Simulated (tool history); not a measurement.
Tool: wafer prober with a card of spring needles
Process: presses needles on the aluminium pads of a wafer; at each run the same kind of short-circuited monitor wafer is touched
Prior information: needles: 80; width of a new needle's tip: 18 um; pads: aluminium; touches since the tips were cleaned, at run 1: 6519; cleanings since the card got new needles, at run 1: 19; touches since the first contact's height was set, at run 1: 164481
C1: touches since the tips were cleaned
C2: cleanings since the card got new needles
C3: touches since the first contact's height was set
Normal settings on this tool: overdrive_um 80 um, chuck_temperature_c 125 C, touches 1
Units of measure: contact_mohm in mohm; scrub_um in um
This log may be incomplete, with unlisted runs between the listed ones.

run 1 day=0.000 | overdrive_um=80 chuck_temperature_c=125 touches=1 | C1=6519 C2=19 C3=164481 | contact_mohm=286 scrub_um=20.78
-- day=0.108 tips cleaned on abrasive film
-- day=0.617 tips cleaned on abrasive film
run 2 day=0.725 | overdrive_um=80 chuck_temperature_c=125 touches=1 | C1=1957 C2=21 C3=177346 | contact_mohm=262 scrub_um=20.48
-- day=1.079 tips cleaned on abrasive film
run 3 day=1.096 | overdrive_um=90 chuck_temperature_c=125 touches=1 | C1=254 C2=22 C3=183935 | contact_mohm=246 scrub_um=23.07
run 4 day=1.462 | overdrive_um=80 chuck_temperature_c=125 touches=1 | C1=6864 C2=22 C3=190545 | contact_mohm=282 scrub_um=20.49
-- day=1.542 tips cleaned on abrasive film
run 5 day=1.900 | overdrive_um=80 chuck_temperature_c=125 touches=1 | C1=6405 C2=23 C3=198294 | contact_mohm=280 scrub_um=20.41
-- day=2.046 tips cleaned on abrasive film
-- day=2.546 tips cleaned on abrasive film
run 6 day=2.579 | overdrive_um=80 chuck_temperature_c=125 touches=1 | C1=606 C2=25 C3=210397 | contact_mohm=253 scrub_um=20.35
-- day=2.996 tips cleaned on abrasive film
run 7 day=3.088 | overdrive_um=80 chuck_temperature_c=125 touches=1 | C1=1622 C2=26 C3=219417 | contact_mohm=261 scrub_um=20.44
-- day=3.442 tips cleaned on abrasive film
run 8 day=3.746 | overdrive_um=80 chuck_temperature_c=125 touches=1 | C1=5467 C2=27 C3=231206 | contact_mohm=281 scrub_um=20.42
-- day=3.917 tips cleaned on abrasive film
-- day=4.100 height of the first contact set anew
run 9 day=4.100 | overdrive_um=80 chuck_temperature_c=125 touches=1 | C1=3108 C2=28 C3=0 | contact_mohm=268 scrub_um=21.15
-- day=4.392 tips cleaned on abrasive film
-- day=4.533 tips cleaned on abrasive film, once more
run 10 day=4.796 | overdrive_um=80 chuck_temperature_c=125 touches=1 | C1=4713 C2=30 C3=12370 | contact_mohm=270 scrub_um=21.14
-- day=4.979 tips cleaned on abrasive film
run 11 day=5.267 | overdrive_um=80 chuck_temperature_c=125 touches=1 | C1=5156 C2=31 C3=20711 | contact_mohm=278 scrub_um=21.14
-- day=5.446 tips cleaned on abrasive film
run 12 day=5.683 | overdrive_um=80 chuck_temperature_c=125 touches=1 | C1=4297 C2=32 C3=28172 | contact_mohm=274 scrub_um=21.07
-- day=5.900 tips cleaned on abrasive film
run 13 day=6.208 | overdrive_um=71 chuck_temperature_c=125 touches=1 | C1=5525 C2=33 C3=37521 | contact_mohm=288 scrub_um=18.67
-- day=6.379 tips cleaned on abrasive film
run 14 day=6.692 | overdrive_um=71 chuck_temperature_c=125 touches=1 | C1=5639 C2=34 C3=46098 | contact_mohm=285 scrub_um=18.63
-- day=6.833 tips cleaned on abrasive film
run 15 day=7.204 | overdrive_um=80 chuck_temperature_c=125 touches=1 | C1=6689 C2=35 C3=55264 | contact_mohm=279 scrub_um=21.08
-- day=7.321 tips cleaned on abrasive film
-- day=7.804 tips cleaned on abrasive film
run 16 day=8.033 | overdrive_um=80 chuck_temperature_c=125 touches=1 | C1=4121 C2=37 C3=70029 | contact_mohm=267 scrub_um=20.93
-- day=8.267 tips cleaned on abrasive film
-- day=8.775 tips cleaned on abrasive film
run 17 day=8.854 | overdrive_um=80 chuck_temperature_c=125 touches=2 | C1=1378 C2=39 C3=84575 | contact_mohm=248 scrub_um=20.87
-- day=9.225 tips cleaned on abrasive film
run 18 day=9.562 | overdrive_um=61 chuck_temperature_c=63 touches=1 | C1=6137 C2=40 C3=97286 | contact_mohm=298 scrub_um=15.89
-- day=9.712 tips cleaned on abrasive film
-- day=10.183 tips cleaned on abrasive film
run 19 day=10.225 | overdrive_um=80 chuck_temperature_c=102 touches=2 | C1=753 C2=42 C3=108986 | contact_mohm=244 scrub_um=20.82
-- day=10.662 tips cleaned on abrasive film
run 20 day=10.746 | overdrive_um=80 chuck_temperature_c=102 touches=2 | C1=1483 C2=43 C3=118292 | contact_mohm=248 scrub_um=20.84
-- day=11.129 tips cleaned on abrasive film
run 21 day=11.400 | overdrive_um=77 chuck_temperature_c=101 touches=3 | C1=4875 C2=44 C3=129978 | contact_mohm=251 scrub_um=20.03
-- day=11.612 tips cleaned on abrasive film
run 22 day=11.888 | overdrive_um=84 chuck_temperature_c=101 touches=2 | C1=4986 C2=45 C3=138690 | contact_mohm=260 scrub_um=21.84
-- day=12.083 tips cleaned on abrasive film
run 23 day=12.267 | overdrive_um=65 chuck_temperature_c=125 touches=1 | C1=3317 C2=46 C3=145381 | contact_mohm=288 scrub_um=16.85
-- day=12.558 tips cleaned on abrasive film
run 24 day=12.775 | overdrive_um=77 chuck_temperature_c=46 touches=2 | C1=3891 C2=47 C3=154473 | contact_mohm=247 scrub_um=19.93
-- day=13.012 tips cleaned on abrasive film
run 25 day=13.262 | overdrive_um=77 chuck_temperature_c=46 touches=2 | C1=4501 C2=48 C3=163134 | contact_mohm=251 scrub_um=19.97
-- day=13.488 tips cleaned on abrasive film
-- day=13.933 tips cleaned on abrasive film
run 26 day=14.088 | overdrive_um=65 chuck_temperature_c=68 touches=1 | C1=2750 C2=50 C3=177797 | contact_mohm=269 scrub_um=16.76
-- day=14.408 tips cleaned on abrasive film
run 27 day=14.796 | overdrive_um=65 chuck_temperature_c=68 touches=1 | C1=6955 C2=51 C3=190468 | contact_mohm=301 scrub_um=16.78
-- day=14.904 tips cleaned on abrasive film
-- day=15.375 tips cleaned on abrasive film
run 28 day=15.517 | overdrive_um=65 chuck_temperature_c=39 touches=2 | C1=2493 C2=53 C3=203241 | contact_mohm=240 scrub_um=16.66
-- day=15.850 tips cleaned on abrasive film
run 29 day=16.221 | overdrive_um=61 chuck_temperature_c=91 touches=3 | C1=6616 C2=54 C3=215816 | contact_mohm=266 scrub_um=15.58
-- day=16.329 tips cleaned on abrasive film
-- day=16.775 tips cleaned on abrasive film
run 30 day=16.808 | overdrive_um=61 chuck_temperature_c=63 touches=3 | C1=624 C2=56 C3=226281 | contact_mohm=239 scrub_um=15.56
-- day=17.275 tips cleaned on abrasive film
-- day=17.438 height of the first contact set anew
run 31 day=17.654 | overdrive_um=61 chuck_temperature_c=62 touches=3 | C1=6621 C2=57 C3=3928 | contact_mohm=261 scrub_um=16.10
-- day=17.775 tips cleaned on abrasive film
-- day=18.258 tips cleaned on abrasive film
run 32 day=18.421 | overdrive_um=80 chuck_temperature_c=125 touches=2 | C1=2927 C2=59 C3=17536 | contact_mohm=258 scrub_um=21.17
-- day=18.725 tips cleaned on abrasive film
run 33 day=18.854 | overdrive_um=80 chuck_temperature_c=125 touches=2 | C1=2340 C2=60 C3=25280 | contact_mohm=256 scrub_um=21.11

Measured minus without-hidden-state, run by run (identical run-to-run variation in each term; gauge scatter may differ):
The hidden state here: debris on the tips, nm; way that the needles fall short of the set height, um; tips' diameter, um; drift of the gauge itself on contact_mohm, %; drift of the gauge itself on scrub_um, %.
run=1 contact_mohm=+41 scrub_um=-0.40
run=2 contact_mohm=+20 scrub_um=-0.69
run=3 contact_mohm=+5 scrub_um=-0.71
run=4 contact_mohm=+41 scrub_um=-0.71
run=5 contact_mohm=+39 scrub_um=-0.72
run=6 contact_mohm=+12 scrub_um=-0.75
run=7 contact_mohm=+19 scrub_um=-0.78
run=8 contact_mohm=+38 scrub_um=-0.80
run=9 contact_mohm=+25 scrub_um=+0.00
run=10 contact_mohm=+31 scrub_um=-0.04
run=11 contact_mohm=+34 scrub_um=-0.07
run=12 contact_mohm=+31 scrub_um=-0.09
run=13 contact_mohm=+45 scrub_um=-0.11
run=14 contact_mohm=+42 scrub_um=-0.13
run=15 contact_mohm=+40 scrub_um=-0.14
run=16 contact_mohm=+28 scrub_um=-0.20
run=17 contact_mohm=+10 scrub_um=-0.24
run=18 contact_mohm=+70 scrub_um=-0.27
run=19 contact_mohm=+8 scrub_um=-0.30
run=20 contact_mohm=+12 scrub_um=-0.33
run=21 contact_mohm=+14 scrub_um=-0.35
run=22 contact_mohm=+21 scrub_um=-0.37
run=23 contact_mohm=+42 scrub_um=-0.39
run=24 contact_mohm=+24 scrub_um=-0.40
run=25 contact_mohm=+26 scrub_um=-0.41
run=26 contact_mohm=+41 scrub_um=-0.46
run=27 contact_mohm=+70 scrub_um=-0.48
run=28 contact_mohm=+20 scrub_um=-0.53
run=29 contact_mohm=+29 scrub_um=-0.55
run=30 contact_mohm=+7 scrub_um=-0.59
run=31 contact_mohm=+28 scrub_um=+0.00
run=32 contact_mohm=+16 scrub_um=-0.04
run=33 contact_mohm=+13 scrub_um=-0.06
